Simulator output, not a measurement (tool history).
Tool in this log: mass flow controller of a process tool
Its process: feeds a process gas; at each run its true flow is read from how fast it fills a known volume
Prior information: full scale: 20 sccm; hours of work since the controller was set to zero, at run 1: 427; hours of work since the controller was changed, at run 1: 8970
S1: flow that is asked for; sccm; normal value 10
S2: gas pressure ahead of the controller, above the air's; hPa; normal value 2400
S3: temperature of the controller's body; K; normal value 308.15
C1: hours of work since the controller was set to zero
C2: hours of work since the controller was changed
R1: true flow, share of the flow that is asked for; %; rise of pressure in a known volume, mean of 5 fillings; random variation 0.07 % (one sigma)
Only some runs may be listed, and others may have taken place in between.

{"run": 1, "hour": 0.0, "S1": 10, "S2": 2400, "S3": 308.15, "C1": 427, "C2": 8970, "R1": 100.17}
{"run": 2, "hour": 481.4, "S1": 10, "S2": 2400, "S3": 308.15, "C1": 760, "C2": 9302, "R1": 100.37}
{"run": 3, "hour": 1018.8, "S1": 10, "S2": 2400, "S3": 308.15, "C1": 1131, "C2": 9673, "R1": 100.41}
{"run": 4, "hour": 1579.3, "S1": 10, "S2": 2400, "S3": 308.15, "C1": 1518, "C2": 10060, "R1": 100.69}
{"run": 5, "hour": 1934.0, "S1": 10, "S2": 1770, "S3": 308.15, "C1": 1763, "C2": 10305, "R1": 101.14}
{"run": 6, "hour": 2283.9, "S1": 10, "S2": 1770, "S3": 308.15, "C1": 2004, "C2": 10547, "R1": 101.23}
{"run": 7, "hour": 2828.1, "S1": 10, "S2": 1770, "S3": 308.15, "C1": 2380, "C2": 10923, "R1": 101.36}
{"run": 8, "hour": 3112.0, "S1": 10, "S2": 1960, "S3": 308.15, "C1": 2576, "C2": 11119, "R1": 101.25}
{"run": 9, "hour": 3532.4, "S1": 3, "S2": 2400, "S3": 308.15, "C1": 2866, "C2": 11409, "R1": 102.22}
{"run": 10, "hour": 4096.8, "S1": 5, "S2": 2150, "S3": 300.15, "C1": 3256, "C2": 11799, "R1": 102.12}
{"run": 11, "hour": 4522.1, "S1": 5, "S2": 2150, "S3": 300.15, "C1": 3550, "C2": 12092, "R1": 102.35}
{"hour": 4553.0, "done": "controller's zero set anew"}
{"hour": 4967.5, "done": "controller exchanged for a calibrated one"}
{"run": 12, "hour": 4967.5, "S1": 12, "S2": 1870, "S3": 295.15, "C1": 0, "C2": 0, "R1": 99.66}
{"run": 13, "hour": 5288.0, "S1": 2, "S2": 1420, "S3": 295.15, "C1": 221, "C2": 221, "R1": 99.56}
{"run": 14, "hour": 5617.7, "S1": 17, "S2": 2790, "S3": 299.15, "C1": 449, "C2": 449, "R1": 99.55}
{"run": 15, "hour": 5952.7, "S1": 4, "S2": 1850, "S3": 311.15, "C1": 680, "C2": 680, "R1": 98.78}
{"run": 16, "hour": 6344.6, "S1": 4, "S2": 1850, "S3": 311.15, "C1": 951, "C2": 951, "R1": 99.13}
{"run": 17, "hour": 6834.2, "S1": 9, "S2": 2450, "S3": 312.15, "C1": 1289, "C2": 1289, "R1": 98.95}

Below are 5 alternative next runs, each starting from the tool's condition after run 17. Predict each:
{"hour": 7025.3, "done": "controller's zero set anew, once more"}
{"run": "A", "hour": 7233.7, "S1": 9, "S2": 2450, "S3": 294.15, "C1": 144, "C2": 1565, "R1": "?"}
{"hour": 7025.3, "done": "controller's zero set anew, once more"}
{"run": "B", "hour": 7233.7, "S1": 11, "S2": 2150, "S3": 298.15, "C1": 144, "C2": 1565, "R1": "?"}
{"hour": 7025.3, "done": "controller's zero set anew, once more"}
{"run": "C", "hour": 7233.7, "S1": 3, "S2": 1960, "S3": 308.15, "C1": 144, "C2": 1565, "R1": "?"}
{"hour": 7025.3, "done": "controller's zero set anew, once more"}
{"run": "D", "hour": 7233.7, "S1": 6, "S2": 2780, "S3": 299.15, "C1": 144, "C2": 1565, "R1": "?"}
{"hour": 7025.3, "done": "controller's zero set anew, once more"}
{"run": "E", "hour": 7233.7, "S1": 12, "S2": 2230, "S3": 312.15, "C1": 144, "C2": 1565, "R1": "?"}

run=A R1=99.5
run=B R1=99.66
run=C R1=98.96
run=D R1=98.95
run=E R1=99.12
Had the tool no hidden state, the same runs would have come out as:
run=A R1=99.14
run=B R1=99.3
run=C R1=98.49
run=D R1=98.56
run=E R1=98.77

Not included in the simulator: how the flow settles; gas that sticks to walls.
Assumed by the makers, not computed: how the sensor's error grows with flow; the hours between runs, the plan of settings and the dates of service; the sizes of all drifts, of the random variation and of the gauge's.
